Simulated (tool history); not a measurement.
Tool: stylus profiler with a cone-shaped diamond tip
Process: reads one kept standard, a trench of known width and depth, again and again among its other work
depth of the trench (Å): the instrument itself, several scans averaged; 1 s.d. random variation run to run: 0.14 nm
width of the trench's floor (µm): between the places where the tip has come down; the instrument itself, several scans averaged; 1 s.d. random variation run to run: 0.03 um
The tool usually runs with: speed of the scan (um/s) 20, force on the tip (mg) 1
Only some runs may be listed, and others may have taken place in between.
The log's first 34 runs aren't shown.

| run | hour | speed of the scan (um/s) | force on the tip (mg) | scans with this tip | hours of work since the height scale was calibrated | depth of the trench (Å) | width of the trench's floor (µm) |
|---|---|---|---|---|---|---|---|
| 35 | 1641.1 | 77 | 0.7 | 2849 | 201 | 5016.2 | 26.07 |
| 36 | 1671.9 | 54 | 0.55 | 3139 | 221 | 5011.7 | 26.34 |
| 37 | 1713.8 | 54 | 0.55 | 3535 | 249 | 5012.3 | 26.32 |
| 38 | 1754.3 | 54 | 0.55 | 3918 | 276 | 5011.9 | 26.29 |
| 39 | 1787.4 | 54 | 0.55 | 4230 | 298 | 5010.1 | 26.24 |
| 40 | 1831.4 | 7 | 1.4 | 4645 | 327 | 5026.5 | 26.87 |
| 41 | 1866.9 | 14 | 1.41 | 4981 | 351 | 5027.4 | 26.81 |
| 42 | 1894.7 | 14 | 1.41 | 5243 | 369 | 5028 | 26.81 |
| 43 | 1924.7 | 56 | 0.48 | 5526 | 389 | 5009.5 | 26.1 |

Each row is a separate what-if for the run after 43, all from the same tool condition, not one after another. Results?
| A | 1964 | 7 | 0.77 | 5897 | 415 | ? | ? |
| B | 1964 | 24 | 0.48 | 5897 | 415 | ? | ? |
| C | 1964 | 24 | 0.48 | 5897 | 415 | ? | ? |
| D | 1964 | 56 | 0.89 | 5897 | 415 | ? | ? |

| run | depth of the trench (Å) | width of the trench's floor (µm) |
|---|---|---|
| A | 5013.2 | 26.85 |
| B | 5008.9 | 26.52 |
| C | 5007.6 | 26.52 |
| D | 5015.9 | 26.27 |
The same runs, with their run-to-run variation unchanged, on a tool lacking any hidden condition would have given:
| run | depth of the trench (Å) | width of the trench's floor (µm) |
|---|---|---|
| A | 5022.3 | 27.31 |
| B | 5017.9 | 26.98 |
| C | 5016.7 | 26.98 |
| D | 5025 | 26.73 |
